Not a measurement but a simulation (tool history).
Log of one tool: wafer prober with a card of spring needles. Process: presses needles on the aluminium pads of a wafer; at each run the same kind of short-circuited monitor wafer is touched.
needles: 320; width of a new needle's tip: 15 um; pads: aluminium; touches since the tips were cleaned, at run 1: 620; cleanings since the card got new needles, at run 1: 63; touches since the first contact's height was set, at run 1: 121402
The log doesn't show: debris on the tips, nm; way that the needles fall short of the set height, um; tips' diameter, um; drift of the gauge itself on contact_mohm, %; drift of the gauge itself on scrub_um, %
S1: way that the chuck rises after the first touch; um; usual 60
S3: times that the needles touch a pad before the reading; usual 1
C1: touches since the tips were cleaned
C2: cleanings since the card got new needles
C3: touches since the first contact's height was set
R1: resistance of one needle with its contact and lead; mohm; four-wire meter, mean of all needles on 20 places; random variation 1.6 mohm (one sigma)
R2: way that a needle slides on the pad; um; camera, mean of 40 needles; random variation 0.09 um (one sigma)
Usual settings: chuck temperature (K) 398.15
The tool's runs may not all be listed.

{"run": 1, "day": 0.0, "S1": 60, "chuck temperature (K)": 398.15, "S3": 1, "C1": 620, "C2": 63, "C3": 121402, "R1": 210, "R2": 9.02}
{"day": 0.217, "done": "tips cleaned on abrasive film"}
{"day": 0.562, "done": "tips cleaned on abrasive film"}
{"day": 0.912, "done": "tips cleaned on abrasive film"}
{"run": 2, "day": 1.188, "S1": 60, "chuck temperature (K)": 398.15, "S3": 1, "C1": 1619, "C2": 66, "C3": 128324, "R1": 263, "R2": 8.95}
{"day": 1.258, "done": "tips cleaned on abrasive film"}
{"day": 1.617, "done": "tips cleaned on abrasive film"}
{"day": 1.962, "done": "tips cleaned on abrasive film"}
{"run": 3, "day": 2.038, "S1": 60, "chuck temperature (K)": 398.15, "S3": 1, "C1": 445, "C2": 69, "C3": 133248, "R1": 202, "R2": 8.97}
{"day": 2.254, "done": "tips cleaned on abrasive film"}
{"day": 2.608, "done": "tips cleaned on abrasive film"}
{"run": 4, "day": 2.708, "S1": 60, "chuck temperature (K)": 398.15, "S3": 1, "C1": 596, "C2": 71, "C3": 137159, "R1": 210, "R2": 8.89}
{"day": 2.925, "done": "tips cleaned on abrasive film"}
{"day": 3.275, "done": "tips cleaned on abrasive film"}
{"day": 3.633, "done": "tips cleaned on abrasive film"}
{"day": 3.988, "done": "tips cleaned on abrasive film"}
{"run": 5, "day": 4.208, "S1": 60, "chuck temperature (K)": 398.15, "S3": 1, "C1": 1286, "C2": 75, "C3": 145869, "R1": 250, "R2": 8.74}
{"day": 4.283, "done": "tips cleaned on abrasive film"}
{"day": 4.633, "done": "tips cleaned on abrasive film"}
{"day": 4.979, "done": "tips cleaned on abrasive film"}
{"day": 5.338, "done": "tips cleaned on abrasive film"}
{"run": 6, "day": 5.55, "S1": 60, "chuck temperature (K)": 398.15, "S3": 1, "C1": 1240, "C2": 79, "C3": 153667, "R1": 251, "R2": 8.72}
{"day": 5.696, "done": "tips cleaned on abrasive film"}
{"day": 6.05, "done": "tips cleaned on abrasive film"}
{"day": 6.392, "done": "tips cleaned on abrasive film"}
{"day": 6.679, "done": "tips cleaned on abrasive film"}
{"run": 7, "day": 6.846, "S1": 60, "chuck temperature (K)": 398.15, "S3": 1, "C1": 997, "C2": 83, "C3": 161214, "R1": 241, "R2": 8.65}
{"day": 6.992, "done": "tips cleaned on abrasive film"}
{"day": 7.279, "done": "tips cleaned on abrasive film"}
{"run": 8, "day": 7.45, "S1": 60, "chuck temperature (K)": 398.15, "S3": 1, "C1": 1018, "C2": 85, "C3": 164723, "R1": 250, "R2": 8.55}
{"day": 7.596, "done": "tips cleaned on abrasive film"}
{"day": 7.883, "done": "tips cleaned on abrasive film"}
{"day": 8.108, "done": "height of the first contact set anew"}
{"day": 8.25, "done": "tips cleaned on abrasive film"}
{"day": 8.6, "done": "tips cleaned on abrasive film"}
{"run": 9, "day": 8.6, "S1": 60, "chuck temperature (K)": 398.15, "S3": 3, "C1": 0, "C2": 89, "C3": 2855, "R1": 157, "R2": 8.21}
{"day": 8.946, "done": "tips cleaned on abrasive film"}
{"day": 9.233, "done": "tips cleaned on abrasive film"}
{"day": 9.592, "done": "tips cleaned on abrasive film"}
{"day": 9.929, "done": "tips cleaned on abrasive film"}
{"run": 10, "day": 9.929, "S1": 60, "chuck temperature (K)": 398.15, "S3": 3, "C1": 0, "C2": 93, "C3": 10570, "R1": 158, "R2": 8.14}
{"day": 10.283, "done": "tips cleaned on abrasive film"}
{"day": 10.638, "done": "tips cleaned on abrasive film"}
{"run": 11, "day": 10.692, "S1": 60, "chuck temperature (K)": 398.15, "S3": 1, "C1": 327, "C2": 95, "C3": 15019, "R1": 202, "R2": 8.1}
{"day": 10.979, "done": "tips cleaned on abrasive film"}
{"day": 11.325, "done": "tips cleaned on abrasive film"}
{"day": 11.683, "done": "tips cleaned on abrasive film"}
{"run": 12, "day": 11.808, "S1": 60, "chuck temperature (K)": 398.15, "S3": 1, "C1": 735, "C2": 98, "C3": 21512, "R1": 253, "R2": 7.95}
{"day": 12.021, "done": "tips cleaned on abrasive film"}
{"day": 12.379, "done": "tips cleaned on abrasive film"}
{"day": 12.725, "done": "tips cleaned on abrasive film"}
{"day": 13.033, "done": "tips cleaned on abrasive film"}
{"run": 13, "day": 13.033, "S1": 60, "chuck temperature (K)": 398.15, "S3": 1, "C1": 0, "C2": 102, "C3": 28622, "R1": 174, "R2": 8.03}
{"day": 13.388, "done": "tips cleaned on abrasive film"}
{"day": 13.675, "done": "tips cleaned on abrasive film"}
{"run": 14, "day": 13.683, "S1": 60, "chuck temperature (K)": 376.15, "S3": 1, "C1": 50, "C2": 104, "C3": 32408, "R1": 171, "R2": 7.99}
{"day": 13.967, "done": "tips cleaned on abrasive film"}
{"day": 14.283, "done": "tips cleaned on abrasive film"}
{"run": 15, "day": 14.283, "S1": 63, "chuck temperature (K)": 398.15, "S3": 1, "C1": 0, "C2": 106, "C3": 35900, "R1": 170, "R2": 8.43}
{"day": 14.508, "done": "height of the first contact set anew, once more"}
{"day": 14.646, "done": "tips cleaned on abrasive film"}
{"day": 14.929, "done": "tips cleaned on abrasive film"}
{"day": 15.275, "done": "tips cleaned on abrasive film"}
{"run": 16, "day": 15.479, "S1": 52, "chuck temperature (K)": 398.15, "S3": 1, "C1": 1209, "C2": 109, "C3": 5645, "R1": 272, "R2": 8.39}

The next listed run, before its measurement:
{"day": 15.612, "done": "tips cleaned on abrasive film"}
{"day": 15.962, "done": "tips cleaned on abrasive film"}
{"day": 16.317, "done": "tips cleaned on abrasive film"}
{"day": 16.662, "done": "tips cleaned on abrasive film"}
{"day": 16.95, "done": "tips cleaned on abrasive film"}
{"run": 17, "day": 16.95, "S1": 52, "chuck temperature (K)": 398.15, "S3": 1, "C1": 0, "C2": 114, "C3": 14184, "R1": "?", "R2": "?"}

Run 17 gave R1 174 mohm, R2 8.51 um.
Without the tool's hidden state the same run would have given R1 154 mohm, R2 8.60 um.

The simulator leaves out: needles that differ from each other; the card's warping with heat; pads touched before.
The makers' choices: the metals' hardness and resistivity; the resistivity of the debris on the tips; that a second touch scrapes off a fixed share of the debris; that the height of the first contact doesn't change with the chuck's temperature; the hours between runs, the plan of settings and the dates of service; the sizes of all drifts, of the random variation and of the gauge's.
